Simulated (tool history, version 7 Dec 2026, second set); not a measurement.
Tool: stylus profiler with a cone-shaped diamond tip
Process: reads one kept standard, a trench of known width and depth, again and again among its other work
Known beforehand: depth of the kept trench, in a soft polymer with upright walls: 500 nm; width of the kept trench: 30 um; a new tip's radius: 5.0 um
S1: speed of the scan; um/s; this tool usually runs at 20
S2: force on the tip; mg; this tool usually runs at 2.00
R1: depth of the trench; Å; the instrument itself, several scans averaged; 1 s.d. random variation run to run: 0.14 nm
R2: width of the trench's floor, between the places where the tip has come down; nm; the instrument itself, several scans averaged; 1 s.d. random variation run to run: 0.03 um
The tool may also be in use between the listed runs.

Run 1, hour 0.0: usual settings. Result: R1 5032.9 Å, R2 25550 nm.
Run 2, hour 53.9: usual settings but S2 2.50 mg. Result: R1 5039.4 Å, R2 25580 nm.
Run 3, hour 102.2: usual settings but S2 2.50 mg. Result: R1 5040.2 Å, R2 25580 nm.
Run 4, hour 171.2: usual settings but S1 6 um/s, S2 2.50 mg. Result: R1 5039.7 Å, R2 25590 nm.
Run 5, hour 203.1: usual settings but S2 5.26 mg. Result: R1 5066.1 Å, R2 25580 nm.
Run 6, hour 248.3: usual settings but S2 5.26 mg. Result: R1 5067.0 Å, R2 25540 nm.
Run 7, hour 308.9: usual settings but S2 5.26 mg. Result: R1 5064.5 Å, R2 25630 nm.
Run 8, hour 346.1: usual settings but S2 0.68 mg. Result: R1 5017.8 Å, R2 25520 nm.
Run 9, hour 406.3: usual settings but S2 0.68 mg. Result: R1 5016.5 Å, R2 25570 nm.
Run 10, hour 474.0: usual settings but S1 18 um/s. Result: R1 5033.0 Å, R2 25550 nm.
Run 11, hour 505.6: usual settings. Result: R1 5036.3 Å, R2 25550 nm.
Run 12, hour 566.1: usual settings. Result: R1 5033.7 Å, R2 25540 nm.
Run 13, hour 599.4: usual settings but S2 0.87 mg. Result: R1 5019.8 Å, R2 25520 nm.
Run 14, hour 654.7: usual settings but S2 0.87 mg. Result: R1 5018.1 Å, R2 25490 nm.
Run 15, hour 722.5: usual settings but S2 0.87 mg. Result: R1 5020.3 Å, R2 25460 nm.
Run 16, hour 793.2: usual settings but S1 66 um/s, S2 0.87 mg. Result: R1 5019.7 Å, R2 25160 nm.
Run 17, hour 838.4: usual settings. Result: R1 5032.7 Å, R2 25480 nm.
Run 18, hour 881.0: usual settings. Result: R1 5032.1 Å, R2 25580 nm.
Run 19, hour 919.7: usual settings. Result: R1 5031.9 Å, R2 25590 nm.
Run 20, hour 963.3: usual settings. Result: R1 5035.7 Å, R2 25490 nm.
Run 21, hour 1011.8: usual settings. Result: R1 5034.2 Å, R2 25600 nm.
Run 22, hour 1057.3: usual settings. Result: R1 5030.8 Å, R2 25560 nm.
Run 23, hour 1118.0: usual settings. Result: R1 5034.7 Å, R2 25520 nm.
Run 24, hour 1174.4: usual settings but S1 59 um/s. Result: R1 5033.2 Å, R2 25410 nm.
Run 25, hour 1207.2: usual settings but S1 11 um/s, S2 1.06 mg. Result: R1 5022.0 Å, R2 25570 nm.
Run 26, hour 1269.1: usual settings but S1 11 um/s, S2 0.91 mg. Result: R1 5018.8 Å, R2 25580 nm.
Run 27, hour 1319.2: usual settings but S1 22 um/s, S2 1.33 mg. Result: R1 5027.1 Å, R2 25500 nm.
Run 28, hour 1368.3: usual settings but S1 22 um/s, S2 1.33 mg. Result: R1 5024.1 Å, R2 25500 nm.
Run 29, hour 1416.3: usual settings but S1 8 um/s, S2 3.59 mg. Result: R1 5048.4 Å, R2 25530 nm.
Run 30, hour 1483.8: usual settings but S1 5 um/s, S2 0.80 mg. Result: R1 5019.1 Å, R2 25570 nm.
Run 31, hour 1520.6: usual settings but S1 22 um/s, S2 4.13 mg. Result: R1 5055.9 Å, R2 25570 nm.
Run 32, hour 1555.3: usual settings but S1 10 um/s, S2 2.35 mg. Result: R1 5036.9 Å, R2 25550 nm.
Run 33, hour 1624.3: usual settings but S2 2.07 mg. Result: R1 5033.6 Å, R2 25510 nm.
Run 34, hour 1675.8: usual settings but S2 2.07 mg. Result: R1 5035.2 Å, R2 25540 nm.
Run 35, hour 1712.4: usual settings but S2 2.07 mg. Result: R1 5034.6 Å, R2 25480 nm.
Run 36, hour 1769.9: usual settings but S1 34 um/s, S2 5.02 mg. Result: R1 5062.2 Å, R2 25540 nm.
Run 37, hour 1823.2: usual settings but S2 3.90 mg. Result: R1 5054.5 Å, R2 25580 nm.
Run 38, hour 1893.7: usual settings but S1 51 um/s, S2 0.89 mg. Result: R1 5020.7 Å, R2 25290 nm.
Run 39, hour 1953.8: usual settings but S1 51 um/s, S2 0.89 mg. Result: R1 5018.6 Å, R2 25330 nm.
Run 40, hour 2013.4: usual settings but S1 19 um/s, S2 0.72 mg. Result: R1 5017.5 Å, R2 25520 nm.
Run 41, hour 2056.8: usual settings but S1 28 um/s, S2 3.43 mg. Result: R1 5046.6 Å, R2 25580 nm.
Run 42, hour 2116.3: usual settings but S1 10 um/s, S2 3.04 mg. Result: R1 5044.7 Å, R2 25630 nm.
Run 43, hour 2180.4: usual settings but S1 24 um/s, S2 2.38 mg. Result: R1 5038.0 Å, R2 25530 nm.
Run 44, hour 2251.8: usual settings but S1 33 um/s. Result: R1 5033.5 Å, R2 25490 nm.
Run 45, hour 2298.1: usual settings but S1 7 um/s, S2 5.11 mg. Result: R1 5061.2 Å, R2 25610 nm.
Run 46, hour 2368.9: usual settings but S1 43 um/s, S2 2.12 mg. Result: R1 5037.8 Å, R2 25450 nm.
Run 47, hour 2401.2: usual settings but S1 43 um/s, S2 4.41 mg. Result: R1 5057.2 Å, R2 25520 nm.

Here are 4 independent what-if runs from the current tool condition. What would each one return?
Run A, hour 2449.4: usual settings but S1 27 um/s, S2 1.17 mg. Result: R1 ?, R2 ?.
Run B, hour 2449.4: usual settings but S1 50 um/s, S2 2.70 mg. Result: R1 ?, R2 ?.
Run C, hour 2449.4: usual settings but S1 62 um/s, S2 2.47 mg. Result: R1 ?, R2 ?.
Run D, hour 2449.4: usual settings but S1 8 um/s, S2 0.93 mg. Result: R1 ?, R2 ?.

run      R1     R2
  A  5025.5  25520
  B  5040.4  25460
  C  5038.4  25400
  D  5020.2  25540
What these runs would have given with no unlogged condition in the tool:
run      R1     R2
  A  5025.7  25530
  B  5040.7  25480
  C  5038.6  25420
  D  5020.5  25550
